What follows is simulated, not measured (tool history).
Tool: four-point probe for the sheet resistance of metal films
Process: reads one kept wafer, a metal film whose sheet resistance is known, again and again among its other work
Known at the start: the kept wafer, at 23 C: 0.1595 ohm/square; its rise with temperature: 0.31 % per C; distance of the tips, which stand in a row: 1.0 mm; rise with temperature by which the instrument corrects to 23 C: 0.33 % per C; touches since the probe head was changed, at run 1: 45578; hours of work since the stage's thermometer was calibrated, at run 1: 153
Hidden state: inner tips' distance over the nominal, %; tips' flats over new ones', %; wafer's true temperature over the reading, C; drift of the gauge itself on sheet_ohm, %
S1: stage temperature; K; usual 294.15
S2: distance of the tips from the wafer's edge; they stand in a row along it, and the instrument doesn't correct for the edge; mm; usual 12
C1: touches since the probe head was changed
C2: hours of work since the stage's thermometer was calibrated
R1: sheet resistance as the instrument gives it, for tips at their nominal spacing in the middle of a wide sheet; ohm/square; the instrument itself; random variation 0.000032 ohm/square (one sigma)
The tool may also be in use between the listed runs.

run,hour,S1,S2,C1,C2,R1
1,0,294.15,12,45578,153,0.159808
2,106.6,294.15,12,47538,210,0.159822
3,205.6,294.15,12,49361,264,0.159929
4,277.7,294.15,33,50687,302,0.159354
5,376.3,294.15,33,52501,356,0.159301
6,463.2,294.15,12,54099,402,0.159822
7,563.6,294.15,12,55946,457,0.15986
8,653.7,294.15,12,57605,505,0.159748
9,750.2,295.15,12,59379,557,0.159706
10,843,300.15,4,61087,607,0.164241
# hour 848.4: stage's thermometer calibrated
11,894.9,306.15,11,62032,25,0.15964
12,966.5,300.15,9,63350,64,0.160153
13,1018.5,300.15,9,64306,92,0.160081
14,1113.8,300.15,9,66060,143,0.16012
15,1163.8,293.15,65,66979,170,0.159196
16,1254.5,296.15,10,68647,219,0.159978
17,1307.4,292.15,32,69620,248,0.159316

3 ways to go on from here, each from the tool as it stands after run 17. What would each give?
A,1372,296.15,32,70809,283,?
B,1372,295.15,32,70809,283,?
C,1372,294.15,4,70809,283,?

run,R1
A,0.159213
B,0.159267
C,0.164432
Without the tool's hidden state the same runs would have given:
run,R1
A,0.159582
B,0.159636
C,0.164809

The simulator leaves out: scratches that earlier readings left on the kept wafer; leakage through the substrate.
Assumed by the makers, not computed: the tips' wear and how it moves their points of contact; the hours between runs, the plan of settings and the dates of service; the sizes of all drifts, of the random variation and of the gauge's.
